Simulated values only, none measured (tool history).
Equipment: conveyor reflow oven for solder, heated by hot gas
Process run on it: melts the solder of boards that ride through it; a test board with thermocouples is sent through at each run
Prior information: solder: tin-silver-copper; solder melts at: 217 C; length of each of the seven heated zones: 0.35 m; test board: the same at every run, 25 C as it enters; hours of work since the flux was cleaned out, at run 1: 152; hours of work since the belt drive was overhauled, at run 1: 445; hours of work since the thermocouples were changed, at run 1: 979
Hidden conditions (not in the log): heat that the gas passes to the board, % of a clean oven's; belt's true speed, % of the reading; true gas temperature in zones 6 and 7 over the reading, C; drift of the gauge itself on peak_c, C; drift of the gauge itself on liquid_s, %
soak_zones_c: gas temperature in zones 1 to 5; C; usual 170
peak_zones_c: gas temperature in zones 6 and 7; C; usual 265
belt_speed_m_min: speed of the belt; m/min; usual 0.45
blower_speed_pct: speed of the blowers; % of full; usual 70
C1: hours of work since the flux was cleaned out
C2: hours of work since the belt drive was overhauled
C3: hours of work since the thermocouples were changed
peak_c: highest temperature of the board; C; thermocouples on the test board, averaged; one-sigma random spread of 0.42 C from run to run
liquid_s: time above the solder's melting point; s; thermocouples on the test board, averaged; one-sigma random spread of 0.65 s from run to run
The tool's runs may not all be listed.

{"run": 1, "hour": 0.0, "soak_zones_c": 170, "peak_zones_c": 265, "belt_speed_m_min": 0.45, "blower_speed_pct": 70, "C1": 152, "C2": 445, "C3": 979, "peak_c": 254.5, "liquid_s": 72.1}
{"run": 2, "hour": 88.1, "soak_zones_c": 170, "peak_zones_c": 265, "belt_speed_m_min": 0.45, "blower_speed_pct": 70, "C1": 218, "C2": 512, "C3": 1045, "peak_c": 254.8, "liquid_s": 73.3}
{"hour": 119.8, "done": "flux residue cleaned out of gas plates and filters"}
{"run": 3, "hour": 157.3, "soak_zones_c": 170, "peak_zones_c": 265, "belt_speed_m_min": 0.45, "blower_speed_pct": 70, "C1": 28, "C2": 560, "C3": 1094, "peak_c": 256.4, "liquid_s": 74.4}
{"hour": 184.2, "done": "thermocouples of zones 6 and 7 changed"}
{"run": 4, "hour": 249.9, "soak_zones_c": 170, "peak_zones_c": 265, "belt_speed_m_min": 0.45, "blower_speed_pct": 70, "C1": 96, "C2": 628, "C3": 49, "peak_c": 253.1, "liquid_s": 71.6}
{"run": 5, "hour": 297.5, "soak_zones_c": 170, "peak_zones_c": 265, "belt_speed_m_min": 0.45, "blower_speed_pct": 70, "C1": 132, "C2": 664, "C3": 85, "peak_c": 253.3, "liquid_s": 70.5}
{"run": 6, "hour": 390.0, "soak_zones_c": 170, "peak_zones_c": 265, "belt_speed_m_min": 0.45, "blower_speed_pct": 70, "C1": 202, "C2": 733, "C3": 155, "peak_c": 253.3, "liquid_s": 70.3}
{"hour": 440.8, "done": "flux residue cleaned out of gas plates and filters"}
{"run": 7, "hour": 470.9, "soak_zones_c": 170, "peak_zones_c": 265, "belt_speed_m_min": 0.45, "blower_speed_pct": 70, "C1": 23, "C2": 790, "C3": 212, "peak_c": 253.9, "liquid_s": 73.5}
{"run": 8, "hour": 563.9, "soak_zones_c": 170, "peak_zones_c": 265, "belt_speed_m_min": 0.45, "blower_speed_pct": 70, "C1": 93, "C2": 860, "C3": 282, "peak_c": 254.5, "liquid_s": 73.3}
{"run": 9, "hour": 623.0, "soak_zones_c": 170, "peak_zones_c": 266, "belt_speed_m_min": 0.45, "blower_speed_pct": 70, "C1": 137, "C2": 905, "C3": 326, "peak_c": 254.6, "liquid_s": 75}
{"run": 10, "hour": 695.9, "soak_zones_c": 170, "peak_zones_c": 266, "belt_speed_m_min": 0.45, "blower_speed_pct": 70, "C1": 192, "C2": 959, "C3": 381, "peak_c": 255.3, "liquid_s": 73.6}
{"hour": 758.5, "done": "flux residue cleaned out of gas plates and filters"}
{"run": 11, "hour": 781.4, "soak_zones_c": 170, "peak_zones_c": 266, "belt_speed_m_min": 0.45, "blower_speed_pct": 70, "C1": 17, "C2": 1020, "C3": 441, "peak_c": 256.4, "liquid_s": 75.9}
{"run": 12, "hour": 827.0, "soak_zones_c": 170, "peak_zones_c": 265, "belt_speed_m_min": 0.509, "blower_speed_pct": 70, "C1": 51, "C2": 1054, "C3": 476, "peak_c": 251.6, "liquid_s": 62.1}
{"run": 13, "hour": 909.5, "soak_zones_c": 170, "peak_zones_c": 265, "belt_speed_m_min": 0.509, "blower_speed_pct": 70, "C1": 113, "C2": 1116, "C3": 538, "peak_c": 251.9, "liquid_s": 62.5}
{"run": 14, "hour": 963.0, "soak_zones_c": 170, "peak_zones_c": 265, "belt_speed_m_min": 0.5, "blower_speed_pct": 70, "C1": 154, "C2": 1156, "C3": 578, "peak_c": 252.2, "liquid_s": 64.2}
{"run": 15, "hour": 1014.6, "soak_zones_c": 170, "peak_zones_c": 265, "belt_speed_m_min": 0.5, "blower_speed_pct": 70, "C1": 192, "C2": 1195, "C3": 617, "peak_c": 251.3, "liquid_s": 63.5}
{"hour": 1082.4, "done": "flux residue cleaned out of gas plates and filters"}
{"run": 16, "hour": 1106.9, "soak_zones_c": 170, "peak_zones_c": 265, "belt_speed_m_min": 0.5, "blower_speed_pct": 70, "C1": 18, "C2": 1261, "C3": 682, "peak_c": 252.5, "liquid_s": 65.6}
{"run": 17, "hour": 1175.1, "soak_zones_c": 170, "peak_zones_c": 265, "belt_speed_m_min": 0.5, "blower_speed_pct": 70, "C1": 70, "C2": 1312, "C3": 733, "peak_c": 252.7, "liquid_s": 64.7}
{"run": 18, "hour": 1255.4, "soak_zones_c": 170, "peak_zones_c": 265, "belt_speed_m_min": 0.5, "blower_speed_pct": 70, "C1": 130, "C2": 1372, "C3": 794, "peak_c": 252.4, "liquid_s": 64.9}
{"run": 19, "hour": 1298.3, "soak_zones_c": 170, "peak_zones_c": 259, "belt_speed_m_min": 0.45, "blower_speed_pct": 76, "C1": 162, "C2": 1405, "C3": 826, "peak_c": 251.5, "liquid_s": 72.2}
{"run": 20, "hour": 1360.6, "soak_zones_c": 179, "peak_zones_c": 259, "belt_speed_m_min": 0.45, "blower_speed_pct": 88, "C1": 209, "C2": 1451, "C3": 873, "peak_c": 252.7, "liquid_s": 78.4}
{"hour": 1399.8, "done": "flux residue cleaned out of gas plates and filters"}
{"run": 21, "hour": 1416.2, "soak_zones_c": 171, "peak_zones_c": 277, "belt_speed_m_min": 0.45, "blower_speed_pct": 70, "C1": 12, "C2": 1489, "C3": 911, "peak_c": 268, "liquid_s": 83.7}
{"run": 22, "hour": 1460.9, "soak_zones_c": 167, "peak_zones_c": 277, "belt_speed_m_min": 0.419, "blower_speed_pct": 70, "C1": 46, "C2": 1523, "C3": 944, "peak_c": 268.9, "liquid_s": 90.1}
{"run": 23, "hour": 1558.1, "soak_zones_c": 156, "peak_zones_c": 279, "belt_speed_m_min": 0.45, "blower_speed_pct": 70, "C1": 119, "C2": 1596, "C3": 1018, "peak_c": 267.2, "liquid_s": 79.3}
{"run": 24, "hour": 1611.4, "soak_zones_c": 156, "peak_zones_c": 279, "belt_speed_m_min": 0.498, "blower_speed_pct": 67, "C1": 159, "C2": 1636, "C3": 1058, "peak_c": 263.4, "liquid_s": 67.9}
{"hour": 1662.8, "done": "belt drive overhauled, speed set with a stopwatch"}
{"run": 25, "hour": 1662.8, "soak_zones_c": 176, "peak_zones_c": 255, "belt_speed_m_min": 0.498, "blower_speed_pct": 88, "C1": 195, "C2": 0, "C3": 1093, "peak_c": 246.2, "liquid_s": 61.9}
{"hour": 1692.9, "done": "thermocouples of zones 6 and 7 changed"}
{"hour": 1728.5, "done": "flux residue cleaned out of gas plates and filters"}
{"run": 26, "hour": 1760.2, "soak_zones_c": 183, "peak_zones_c": 264, "belt_speed_m_min": 0.535, "blower_speed_pct": 67, "C1": 24, "C2": 68, "C3": 47, "peak_c": 249, "liquid_s": 60.2}
{"run": 27, "hour": 1835.8, "soak_zones_c": 183, "peak_zones_c": 264, "belt_speed_m_min": 0.535, "blower_speed_pct": 67, "C1": 81, "C2": 125, "C3": 104, "peak_c": 248.4, "liquid_s": 59.9}
{"run": 28, "hour": 1907.4, "soak_zones_c": 172, "peak_zones_c": 264, "belt_speed_m_min": 0.531, "blower_speed_pct": 88, "C1": 134, "C2": 179, "C3": 157, "peak_c": 251.1, "liquid_s": 58}
{"run": 29, "hour": 1964.0, "soak_zones_c": 172, "peak_zones_c": 268, "belt_speed_m_min": 0.495, "blower_speed_pct": 62, "C1": 177, "C2": 221, "C3": 200, "peak_c": 251.6, "liquid_s": 61.3}
{"run": 30, "hour": 2009.9, "soak_zones_c": 170, "peak_zones_c": 265, "belt_speed_m_min": 0.45, "blower_speed_pct": 70, "C1": 211, "C2": 256, "C3": 234, "peak_c": 251.9, "liquid_s": 69.7}

Pick out some run-to-run changes in peak_c. Of each, how much would a tool without hidden state show as well, from the settings, what came in and chance, and how much is left for the hidden state and any gauge scatter not in both results compared?
Run 3 -> 4: thermocouples of zones 6 and 7 changed. peak_c -3.3 C: hidden state -2.8, all else -0.5.
Run 11 -> 12: peak_zones_c 266 -> 265, belt_speed_m_min 0.45 -> 0.509. peak_c -4.8 C: hidden state -0.1, all else -4.7.
Run 20 -> 21: soak_zones_c 179 -> 171, peak_zones_c 259 -> 277, blower_speed_pct 88 -> 70, flux residue cleaned out of gas plates and filters. peak_c +15.3 C: hidden state +1.7, all else +13.6.
Run 24 -> 25: soak_zones_c 156 -> 176, peak_zones_c 279 -> 255, blower_speed_pct 67 -> 88, belt drive overhauled, speed set with a stopwatch. peak_c -17.2 C: hidden state -1.5, all else -15.7.
Run 25 -> 26: soak_zones_c 176 -> 183, peak_zones_c 255 -> 264, belt_speed_m_min 0.498 -> 0.535, blower_speed_pct 88 -> 67, thermocouples of zones 6 and 7 changed, flux residue cleaned out of gas plates and filters. peak_c +2.8 C: hidden state -1.7, all else +4.5.
